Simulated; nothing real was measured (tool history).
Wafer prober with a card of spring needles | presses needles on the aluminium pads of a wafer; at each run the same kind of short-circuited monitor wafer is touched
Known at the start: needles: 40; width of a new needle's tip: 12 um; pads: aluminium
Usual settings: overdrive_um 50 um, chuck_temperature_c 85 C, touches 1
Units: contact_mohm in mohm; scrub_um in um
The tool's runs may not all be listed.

| run | hour | overdrive_um | chuck_temperature_c | touches | contact_mohm | scrub_um |
|---|---|---|---|---|---|---|
| 1 | 0.0 | 50 | 85 | 1 | 300 | 11.95 |
| 2 | 19.3 | 50 | 85 | 1 | 299 | 11.92 |
| 3 | 39.8 | 50 | 85 | 1 | 303 | 11.87 |
| 4 | 54.6 | 50 | 85 | 1 | 281 | 11.76 |
| 5 | 69.7 | 50 | 85 | 1 | 290 | 11.79 |
| 6 | 86.5 | 50 | 85 | 1 | 295 | 11.98 |
| 7 | 96.9 | 50 | 117 | 1 | 288 | 12.00 |
| 8 | 109.2 | 50 | 117 | 1 | 285 | 11.96 |
| 9 | 129.9 | 67 | 85 | 1 | 275 | 15.94 |
| 10 | 144.1 | 67 | 85 | 1 | 272 | 16.01 |
| 11 | 155.6 | 50 | 85 | 2 | 288 | 11.83 |
| 12 | 170.7 | 49 | 39 | 2 | 265 | 11.59 |
| 13 | 191.2 | 32 | 39 | 2 | 274 | 7.43 |
| 14 | 200.9 | 50 | 85 | 1 | 293 | 11.96 |
| 15 | 218.6 | 31 | 85 | 2 | 286 | 7.34 |
| 16 | 233.6 | 31 | 85 | 2 | 295 | 7.39 |
| 17 | 249.7 | 37 | 45 | 2 | 292 | 8.76 |
| 18 | 269.4 | 53 | 111 | 2 | 295 | 12.56 |
| 19 | 282.4 | 53 | 45 | 1 | 287 | 12.55 |

Not shown: 45 entries that the log had between the listed runs. Between which runs, and how does the tool's hidden state differ before and after?
Between runs 1 and 2: tips cleaned on abrasive film (hour 1.3); tips cleaned on abrasive film (hour 8.0); tips cleaned on abrasive film (hour 14.4)
  debris on the tips, nm: 172.7 -> 158.2; way that the needles fall short of the set height, um: 0.24 -> 0.5; tips' diameter, um: 12.4 -> 12.58
  measured less the result without the state, contact_mohm: +25 -> +24 mohm; scrub_um: -0.06 -> -0.12 um
Between runs 2 and 3: tips cleaned on abrasive film (hour 20.9); tips cleaned on abrasive film (hour 28.0); tips cleaned on abrasive film (hour 34.0)
  debris on the tips, nm: 158.2 -> 168.5; way that the needles fall short of the set height, um: 0.5 -> 0.7; tips' diameter, um: 12.58 -> 12.65
  measured less the result without the state, contact_mohm: +24 -> +26 mohm; scrub_um: -0.12 -> -0.16 um
Between runs 3 and 4: tips cleaned on abrasive film (hour 41.2); tips cleaned on abrasive film (hour 47.5); tips cleaned on abrasive film (hour 53.8)
  debris on the tips, nm: 168.5 -> 53.1; way that the needles fall short of the set height, um: 0.7 -> 0.86; tips' diameter, um: 12.65 -> 12.71
  measured less the result without the state, contact_mohm: +26 -> +8 mohm; scrub_um: -0.16 -> -0.21 um
Between runs 4 and 5: tips cleaned on abrasive film (hour 60.5); tips cleaned on abrasive film (hour 66.9)
  debris on the tips, nm: 53.1 -> 123.4; way that the needles fall short of the set height, um: 0.86 -> 0.95; tips' diameter, um: 12.71 -> 12.74
  measured less the result without the state, contact_mohm: +8 -> +19 mohm; scrub_um: -0.21 -> -0.23 um
Between runs 5 and 6: tips cleaned on abrasive film (hour 74.2); tips cleaned on abrasive film, once more (hour 75.7); tips cleaned on abrasive film (hour 82.4); height of the first contact set anew (hour 82.7)
  debris on the tips, nm: 123.4 -> 145.2; way that the needles fall short of the set height, um: 0.95 -> 0; tips' diameter, um: 12.74 -> 12.8
  measured less the result without the state, contact_mohm: +19 -> +22 mohm; scrub_um: -0.23 -> +0.00 um
Between runs 6 and 7: tips cleaned on abrasive film (hour 89.5); tips cleaned on abrasive film (hour 96.4)
  debris on the tips, nm: 145.2 -> 39.1; way that the needles fall short of the set height, um: 0 -> 0.12; tips' diameter, um: 12.8 -> 12.84
  measured less the result without the state, contact_mohm: +22 -> +6 mohm; scrub_um: +0.00 -> -0.02 um
Between runs 7 and 8: tips cleaned on abrasive film (hour 102.7); tips cleaned on abrasive film (hour 109.2)
  debris on the tips, nm: 39.1 -> 18.1; way that the needles fall short of the set height, um: 0.12 -> 0.24; tips' diameter, um: 12.84 -> 12.88
  measured less the result without the state, contact_mohm: +6 -> +3 mohm; scrub_um: -0.02 -> -0.06 um
Between runs 8 and 9: tips cleaned on abrasive film (hour 116.2); tips cleaned on abrasive film (hour 123.5); tips cleaned on abrasive film (hour 129.9)
  debris on the tips, nm: 18.1 -> 13.2; way that the needles fall short of the set height, um: 0.24 -> 0.4; tips' diameter, um: 12.88 -> 12.94
  measured less the result without the state, contact_mohm: +3 -> +0 mohm; scrub_um: -0.06 -> -0.09 um
Between runs 9 and 10: tips cleaned on abrasive film (hour 137.3); tips cleaned on abrasive film (hour 144.1)
  debris on the tips, nm: 13.2 -> 8.1; way that the needles fall short of the set height, um: 0.4 -> 0.51; tips' diameter, um: 12.94 -> 12.98
  measured less the result without the state, contact_mohm: +0 -> +0 mohm; scrub_um: -0.09 -> -0.13 um
Between runs 10 and 11: tips cleaned on abrasive film (hour 151.1)
  debris on the tips, nm: 8.1 -> 149.3; way that the needles fall short of the set height, um: 0.51 -> 0.58; tips' diameter, um: 12.98 -> 13
  measured less the result without the state, contact_mohm: +0 -> +15 mohm; scrub_um: -0.13 -> -0.14 um
Between runs 11 and 12: tips cleaned on abrasive film (hour 157.1); tips cleaned on abrasive film (hour 164.5); tips cleaned on abrasive film (hour 170.7)
  debris on the tips, nm: 149.3 -> 18; way that the needles fall short of the set height, um: 0.58 -> 0.74; tips' diameter, um: 13 -> 13.06
  measured less the result without the state, contact_mohm: +15 -> +3 mohm; scrub_um: -0.14 -> -0.17 um
Between runs 12 and 13: tips cleaned on abrasive film (hour 177.3); tips cleaned on abrasive film (hour 184.2); tips cleaned on abrasive film (hour 190.8)
  debris on the tips, nm: 18 -> 33.9; way that the needles fall short of the set height, um: 0.74 -> 0.92; tips' diameter, um: 13.06 -> 13.12
  measured less the result without the state, contact_mohm: +3 -> +9 mohm; scrub_um: -0.17 -> -0.22 um
Between runs 13 and 14: height of the first contact set anew (hour 195.2); tips cleaned on abrasive film (hour 197.9)
  debris on the tips, nm: 33.9 -> 131.1; way that the needles fall short of the set height, um: 0.92 -> 0.06; tips' diameter, um: 13.12 -> 13.14
  measured less the result without the state, contact_mohm: +9 -> +20 mohm; scrub_um: -0.22 -> -0.01 um
Between runs 14 and 15: tips cleaned on abrasive film (hour 204.5); tips cleaned on abrasive film (hour 211.6); tips cleaned on abrasive film (hour 218.2)
  debris on the tips, nm: 131.1 -> 35.6; way that the needles fall short of the set height, um: 0.06 -> 0.24; tips' diameter, um: 13.14 -> 13.2
  measured less the result without the state, contact_mohm: +20 -> +9 mohm; scrub_um: -0.01 -> -0.06 um
Between runs 15 and 16: tips cleaned on abrasive film (hour 225.6); tips cleaned on abrasive film (hour 232.1)
  debris on the tips, nm: 35.6 -> 80.9; way that the needles fall short of the set height, um: 0.24 -> 0.38; tips' diameter, um: 13.2 -> 13.25
  measured less the result without the state, contact_mohm: +9 -> +18 mohm; scrub_um: -0.06 -> -0.09 um
Between runs 16 and 17: tips cleaned on abrasive film (hour 239.0); tips cleaned on abrasive film (hour 245.2)
  debris on the tips, nm: 80.9 -> 149.1; way that the needles fall short of the set height, um: 0.38 -> 0.49; tips' diameter, um: 13.25 -> 13.29
  measured less the result without the state, contact_mohm: +18 -> +26 mohm; scrub_um: -0.09 -> -0.11 um
Between runs 17 and 18: tips cleaned on abrasive film (hour 251.2); tips cleaned on abrasive film (hour 258.5); tips cleaned on abrasive film (hour 264.7)
  debris on the tips, nm: 149.1 -> 159.5; way that the needles fall short of the set height, um: 0.49 -> 0.65; tips' diameter, um: 13.29 -> 13.35
  measured less the result without the state, contact_mohm: +26 -> +14 mohm; scrub_um: -0.11 -> -0.16 um
Between runs 18 and 19: tips cleaned on abrasive film (hour 270.8); tips cleaned on abrasive film (hour 277.0)
  debris on the tips, nm: 159.5 -> 168.4; way that the needles fall short of the set height, um: 0.65 -> 0.76; tips' diameter, um: 13.35 -> 13.39
  measured less the result without the state, contact_mohm: +14 -> +26 mohm; scrub_um: -0.16 -> -0.18 um

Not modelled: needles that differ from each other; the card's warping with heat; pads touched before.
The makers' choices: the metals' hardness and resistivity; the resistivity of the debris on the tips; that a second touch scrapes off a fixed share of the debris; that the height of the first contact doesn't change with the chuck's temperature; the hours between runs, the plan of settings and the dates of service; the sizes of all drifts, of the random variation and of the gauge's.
